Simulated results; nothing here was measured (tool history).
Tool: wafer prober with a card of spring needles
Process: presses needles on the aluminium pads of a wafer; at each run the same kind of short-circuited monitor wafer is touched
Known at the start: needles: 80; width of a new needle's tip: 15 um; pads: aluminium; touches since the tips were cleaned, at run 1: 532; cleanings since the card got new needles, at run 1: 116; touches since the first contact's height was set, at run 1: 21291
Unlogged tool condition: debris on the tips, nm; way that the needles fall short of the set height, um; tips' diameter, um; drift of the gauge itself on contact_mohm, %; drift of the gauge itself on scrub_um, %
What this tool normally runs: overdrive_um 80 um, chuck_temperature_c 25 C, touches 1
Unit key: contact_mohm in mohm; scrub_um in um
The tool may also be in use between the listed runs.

| run | day | overdrive_um | chuck_temperature_c | touches | touches since the tips were cleaned | cleanings since the card got new needles | touches since the first contact's height was set | contact_mohm | scrub_um |
|---|---|---|---|---|---|---|---|---|---|
| 1 | 0 | 80 | 25 | 1 | 532 | 116 | 21291 | 143 | 9.75 |
|  | 0.167 | tips cleaned on abrasive film |
|  | 0.438 | tips cleaned on abrasive film |
|  | 0.712 | tips cleaned on abrasive film |
|  | 0.933 | tips cleaned on abrasive film |
|  | 1.15 | tips cleaned on abrasive film |
|  | 1.371 | tips cleaned on abrasive film |
|  | 1.646 | tips cleaned on abrasive film |
| 2 | 1.75 | 80 | 25 | 1 | 738 | 123 | 33561 | 146 | 9.84 |
|  | 1.912 | tips cleaned on abrasive film |
|  | 2.133 | tips cleaned on abrasive film |
|  | 2.408 | tips cleaned on abrasive film |
|  | 2.679 | tips cleaned on abrasive film |
|  | 2.954 | tips cleaned on abrasive film |
|  | 3.175 | tips cleaned on abrasive film |
|  | 3.446 | tips cleaned on abrasive film |
|  | 3.721 | tips cleaned on abrasive film |
|  | 3.942 | tips cleaned on abrasive film |
|  | 4.158 | tips cleaned on abrasive film |
|  | 4.433 | tips cleaned on abrasive film |
| 3 | 4.525 | 80 | 25 | 1 | 647 | 134 | 53044 | 145 | 9.64 |
|  | 4.692 | tips cleaned on abrasive film |
|  | 4.962 | tips cleaned on abrasive film |
|  | 5.238 | tips cleaned on abrasive film |
|  | 5.508 | tips cleaned on abrasive film |
|  | 5.783 | tips cleaned on abrasive film |
|  | 6.058 | tips cleaned on abrasive film |
|  | 6.275 | tips cleaned on abrasive film |
|  | 6.55 | tips cleaned on abrasive film |
|  | 6.771 | tips cleaned on abrasive film |
|  | 7.042 | tips cleaned on abrasive film |
|  | 7.262 | tips cleaned on abrasive film |
| 4 | 7.308 | 80 | 25 | 1 | 336 | 145 | 72600 | 145 | 9.48 |
|  | 7.529 | tips cleaned on abrasive film |
|  | 7.75 | tips cleaned on abrasive film |
|  | 7.971 | tips cleaned on abrasive film |
|  | 8.188 | tips cleaned on abrasive film |
|  | 8.462 | tips cleaned on abrasive film |
|  | 8.683 | tips cleaned on abrasive film |
|  | 8.9 | tips cleaned on abrasive film |
|  | 9.121 | tips cleaned on abrasive film |
|  | 9.396 | tips cleaned on abrasive film |
|  | 9.612 | tips cleaned on abrasive film |
|  | 9.833 | tips cleaned on abrasive film |
| 5 | 9.896 | 80 | 25 | 1 | 453 | 156 | 90737 | 145 | 9.51 |
|  | 10.062 | tips cleaned on abrasive film |
|  | 10.283 | tips cleaned on abrasive film |
|  | 10.554 | tips cleaned on abrasive film |
|  | 10.775 | tips cleaned on abrasive film |
|  | 11.05 | tips cleaned on abrasive film |
|  | 11.267 | tips cleaned on abrasive film |
|  | 11.488 | tips cleaned on abrasive film |
|  | 11.754 | tips cleaned on abrasive film |
| 6 | 11.754 | 80 | 25 | 1 | 0 | 164 | 103747 | 139 | 9.53 |
|  | 12.025 | tips cleaned on abrasive film |
|  | 12.246 | tips cleaned on abrasive film |
|  | 12.521 | tips cleaned on abrasive film |
|  | 12.738 | tips cleaned on abrasive film |
|  | 12.958 | tips cleaned on abrasive film |
|  | 13.233 | tips cleaned on abrasive film |
|  | 13.504 | tips cleaned on abrasive film |
|  | 13.725 | tips cleaned on abrasive film |
|  | 13.946 | tips cleaned on abrasive film |
|  | 14.217 | tips cleaned on abrasive film |
| 7 | 14.221 | 76 | 25 | 1 | 30 | 174 | 121075 | 140 | 8.81 |
|  | 14.442 | tips cleaned on abrasive film |
|  | 14.662 | tips cleaned on abrasive film |
|  | 14.938 | tips cleaned on abrasive film |
|  | 15.154 | tips cleaned on abrasive film |
|  | 15.375 | tips cleaned on abrasive film |
|  | 15.65 | tips cleaned on abrasive film |
|  | 15.921 | tips cleaned on abrasive film |
|  | 16.196 | tips cleaned on abrasive film |
|  | 16.467 | tips cleaned on abrasive film |
|  | 16.688 | tips cleaned on abrasive film |
| 8 | 16.783 | 76 | 25 | 1 | 676 | 184 | 139051 | 147 | 8.97 |
|  | 16.95 | tips cleaned on abrasive film |
|  | 17.167 | tips cleaned on abrasive film |
|  | 17.388 | tips cleaned on abrasive film |
|  | 17.662 | tips cleaned on abrasive film |
|  | 17.933 | tips cleaned on abrasive film |
|  | 18.208 | tips cleaned on abrasive film |
|  | 18.483 | tips cleaned on abrasive film |
|  | 18.754 | tips cleaned on abrasive film |
| 9 | 18.808 | 76 | 25 | 1 | 373 | 192 | 153264 | 146 | 8.84 |
|  | 19.029 | tips cleaned on abrasive film |
|  | 19.3 | tips cleaned on abrasive film |
|  | 19.521 | tips cleaned on abrasive film |
|  | 19.742 | tips cleaned on abrasive film |
|  | 19.958 | tips cleaned on abrasive film |
|  | 20.179 | tips cleaned on abrasive film |
|  | 20.454 | tips cleaned on abrasive film |
|  | 20.671 | tips cleaned on abrasive film |
|  | 21.171 | card fitted with new needles |
|  | 21.392 | tips cleaned on abrasive film |
|  | 21.612 | tips cleaned on abrasive film |
| 10 | 21.612 | 80 | 25 | 1 | 0 | 2 | 3094 | 139 | 9.88 |
|  | 21.683 | height of the first contact set anew |
|  | 21.846 | tips cleaned on abrasive film |
|  | 22.067 | tips cleaned on abrasive film |
|  | 22.342 | tips cleaned on abrasive film |
|  | 22.562 | tips cleaned on abrasive film |
|  | 22.833 | tips cleaned on abrasive film |
| 11 | 23.046 | 80 | 53 | 2 | 1506 | 7 | 9578 | 148 | 9.88 |
|  | 23.104 | tips cleaned on abrasive film |
|  | 23.321 | tips cleaned on abrasive film |
|  | 23.596 | tips cleaned on abrasive film |
|  | 23.871 | tips cleaned on abrasive film |
|  | 24.088 | tips cleaned on abrasive film |
|  | 24.35 | tips cleaned on abrasive film |
| 12 | 24.35 | 80 | 53 | 2 | 0 | 13 | 18700 | 141 | 9.92 |
|  | 24.567 | tips cleaned on abrasive film |
|  | 24.788 | tips cleaned on abrasive film |
|  | 25.062 | tips cleaned on abrasive film |
|  | 25.333 | tips cleaned on abrasive film |
|  | 25.554 | tips cleaned on abrasive film |
|  | 25.775 | tips cleaned on abrasive film |
|  | 25.992 | tips cleaned on abrasive film |
|  | 26.267 | tips cleaned on abrasive film |
|  | 26.542 | tips cleaned on abrasive film |
|  | 26.812 | tips cleaned on abrasive film |
|  | 27.088 | tips cleaned on abrasive film |
| 13 | 27.112 | 62 | 25 | 2 | 188 | 24 | 38109 | 141 | 7.49 |
|  | 27.333 | tips cleaned on abrasive film |
|  | 27.604 | tips cleaned on abrasive film |
|  | 27.825 | tips cleaned on abrasive film |
|  | 28.046 | tips cleaned on abrasive film |
|  | 28.267 | tips cleaned on abrasive film |
|  | 28.538 | tips cleaned on abrasive film |
|  | 28.812 | tips cleaned on abrasive film |
| 14 | 28.908 | 62 | 34 | 2 | 675 | 31 | 50700 | 146 | 7.44 |
|  | 29.071 | tips cleaned on abrasive film |
|  | 29.346 | tips cleaned on abrasive film |
|  | 29.621 | tips cleaned on abrasive film |
|  | 29.838 | tips cleaned on abrasive film |
|  | 30.058 | tips cleaned on abrasive film |
|  | 30.333 | tips cleaned on abrasive film |
|  | 30.55 | tips cleaned on abrasive film |
|  | 30.771 | tips cleaned on abrasive film |
|  | 31.046 | tips cleaned on abrasive film |
|  | 31.317 | tips cleaned on abrasive film |
|  | 31.538 | tips cleaned on abrasive film |
| 15 | 31.65 | 80 | 25 | 1 | 802 | 42 | 69954 | 144 | 9.45 |
|  | 31.762 | tips cleaned on abrasive film |
|  | 32.033 | tips cleaned on abrasive film |
|  | 32.308 | tips cleaned on abrasive film |
|  | 32.529 | tips cleaned on abrasive film |
|  | 32.8 | tips cleaned on abrasive film |
|  | 33.075 | tips cleaned on abrasive film |
|  | 33.296 | tips cleaned on abrasive film |
|  | 33.512 | tips cleaned on abrasive film |
| 16 | 33.567 | 71 | 26 | 1 | 371 | 50 | 83392 | 144 | 8.51 |
|  | 33.788 | tips cleaned on abrasive film |
|  | 34.058 | tips cleaned on abrasive film |
|  | 34.279 | tips cleaned on abrasive film |
|  | 34.554 | tips cleaned on abrasive film |
|  | 34.825 | tips cleaned on abrasive film |
|  | 35.1 | tips cleaned on abrasive film |
|  | 35.371 | tips cleaned on abrasive film |
|  | 35.592 | tips cleaned on abrasive film |
|  | 35.867 | tips cleaned on abrasive film |
| 17 | 36.004 | 69 | 56 | 1 | 990 | 59 | 100528 | 154 | 8.09 |
|  | 36.117 | tips cleaned on abrasive film |
|  | 36.392 | tips cleaned on abrasive film |
|  | 36.608 | tips cleaned on abrasive film |
|  | 36.883 | tips cleaned on abrasive film |
|  | 37.104 | tips cleaned on abrasive film |
|  | 37.321 | tips cleaned on abrasive film |
|  | 37.542 | tips cleaned on abrasive film |
| 18 | 37.617 | 69 | 56 | 1 | 519 | 66 | 111811 | 150 | 7.92 |
|  | 37.779 | tips cleaned on abrasive film |
|  | 38 | tips cleaned on abrasive film |
|  | 38.275 | tips cleaned on abrasive film |
|  | 38.492 | tips cleaned on abrasive film |
|  | 38.767 | tips cleaned on abrasive film |
|  | 38.988 | tips cleaned on abrasive film |
|  | 39.258 | tips cleaned on abrasive film |
|  | 39.533 | tips cleaned on abrasive film |
|  | 39.6 | height of the first contact set anew, once more |
|  | 39.821 | tips cleaned on abrasive film |
|  | 40.092 | tips cleaned on abrasive film |
| 19 | 40.238 | 67 | 37 | 1 | 1039 | 76 | 4499 | 149 | 8.42 |

Branching from run 19: 3 alternative next runs. What would each branch give?
|  | 40.35 | tips cleaned on abrasive film |
|  | 40.625 | tips cleaned on abrasive film |
|  | 40.842 | tips cleaned on abrasive film |
|  | 41.117 | tips cleaned on abrasive film |
|  | 41.392 | tips cleaned on abrasive film |
|  | 41.608 | tips cleaned on abrasive film |
|  | 41.883 | tips cleaned on abrasive film |
|  | 42.104 | tips cleaned on abrasive film |
|  | 42.321 | tips cleaned on abrasive film |
|  | 42.542 | tips cleaned on abrasive film |
| A | 42.55 | 62 | 37 | 1 | 69 | 86 | 20713 | ? | ? |
|  | 40.35 | tips cleaned on abrasive film |
|  | 40.625 | tips cleaned on abrasive film |
|  | 40.842 | tips cleaned on abrasive film |
|  | 41.117 | tips cleaned on abrasive film |
|  | 41.392 | tips cleaned on abrasive film |
|  | 41.608 | tips cleaned on abrasive film |
|  | 41.883 | tips cleaned on abrasive film |
|  | 42.104 | tips cleaned on abrasive film |
|  | 42.321 | tips cleaned on abrasive film |
|  | 42.542 | tips cleaned on abrasive film |
| B | 42.55 | 65 | 72 | 1 | 69 | 86 | 20713 | ? | ? |
|  | 40.35 | tips cleaned on abrasive film |
|  | 40.625 | tips cleaned on abrasive film |
|  | 40.842 | tips cleaned on abrasive film |
|  | 41.117 | tips cleaned on abrasive film |
|  | 41.392 | tips cleaned on abrasive film |
|  | 41.608 | tips cleaned on abrasive film |
|  | 41.883 | tips cleaned on abrasive film |
|  | 42.104 | tips cleaned on abrasive film |
|  | 42.321 | tips cleaned on abrasive film |
|  | 42.542 | tips cleaned on abrasive film |
| C | 42.55 | 65 | 61 | 1 | 69 | 86 | 20713 | ? | ? |

| run | contact_mohm | scrub_um |
|---|---|---|
| A | 144 | 7.7 |
| B | 152 | 7.87 |
| C | 146 | 7.98 |
Take away the tool's hidden state, keep each run's random variation, and the runs would have read:
| run | contact_mohm | scrub_um |
|---|---|---|
| A | 141 | 7.79 |
| B | 149 | 7.97 |
| C | 143 | 8.08 |
